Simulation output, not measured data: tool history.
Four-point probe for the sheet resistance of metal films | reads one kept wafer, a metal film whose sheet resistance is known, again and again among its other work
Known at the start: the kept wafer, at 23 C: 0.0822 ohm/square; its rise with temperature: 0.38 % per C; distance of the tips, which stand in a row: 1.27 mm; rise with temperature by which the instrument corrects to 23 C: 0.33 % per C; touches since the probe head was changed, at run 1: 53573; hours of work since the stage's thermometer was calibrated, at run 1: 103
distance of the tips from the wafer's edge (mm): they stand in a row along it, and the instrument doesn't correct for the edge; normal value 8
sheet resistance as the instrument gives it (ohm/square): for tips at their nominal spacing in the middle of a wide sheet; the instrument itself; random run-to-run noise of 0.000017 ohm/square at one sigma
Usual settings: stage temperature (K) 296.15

| run | hour | stage temperature (K) | distance of the tips from the wafer's edge (mm) | touches since the probe head was changed | hours of work since the stage's thermometer was calibrated | sheet resistance as the instrument gives it (ohm/square) |
|---|---|---|---|---|---|---|
| 1 | 0.0 | 296.15 | 8 | 53573 | 103 | 0.082717 |
| 2 | 19.8 | 296.15 | 8 | 54385 | 113 | 0.082707 |
| 3 | 34.8 | 296.15 | 8 | 54996 | 120 | 0.082712 |
| 4 | 46.5 | 296.15 | 8 | 55475 | 125 | 0.082685 |
| 5 | 59.4 | 296.15 | 8 | 56003 | 132 | 0.082698 |
| 6 | 70.7 | 296.15 | 8 | 56465 | 137 | 0.082699 |
| 7 | 82.5 | 294.15 | 8 | 56948 | 143 | 0.082640 |
| 8 | 92.3 | 294.15 | 8 | 57349 | 147 | 0.082625 |
| 9 | 103.7 | 294.15 | 8 | 57814 | 153 | 0.082632 |
| 10 | 115.8 | 298.15 | 11 | 58313 | 159 | 0.082244 |
| 11 | 136.4 | 298.15 | 11 | 59152 | 169 | 0.082253 |
| 12 | 148.1 | 299.15 | 7 | 59632 | 174 | 0.083155 |
| 13 | 158.8 | 301.15 | 49 | 60071 | 179 | 0.081829 |
| 14 | 173.7 | 296.15 | 53 | 60679 | 186 | 0.081608 |
| 15 | 183.6 | 297.15 | 30 | 61084 | 191 | 0.081709 |
| 16 | 195.6 | 299.15 | 23 | 61575 | 197 | 0.081850 |

For run 17, what comes out?
| 17 | 207.8 | 299.15 | 23 | 62077 | 203 | ? |

Logged for run 17: sheet resistance as the instrument gives it (ohm/square) 0.081830.
If the tool had no hidden condition, the same run with the same run-to-run variation would have returned sheet resistance as the instrument gives it (ohm/square) 0.082449.

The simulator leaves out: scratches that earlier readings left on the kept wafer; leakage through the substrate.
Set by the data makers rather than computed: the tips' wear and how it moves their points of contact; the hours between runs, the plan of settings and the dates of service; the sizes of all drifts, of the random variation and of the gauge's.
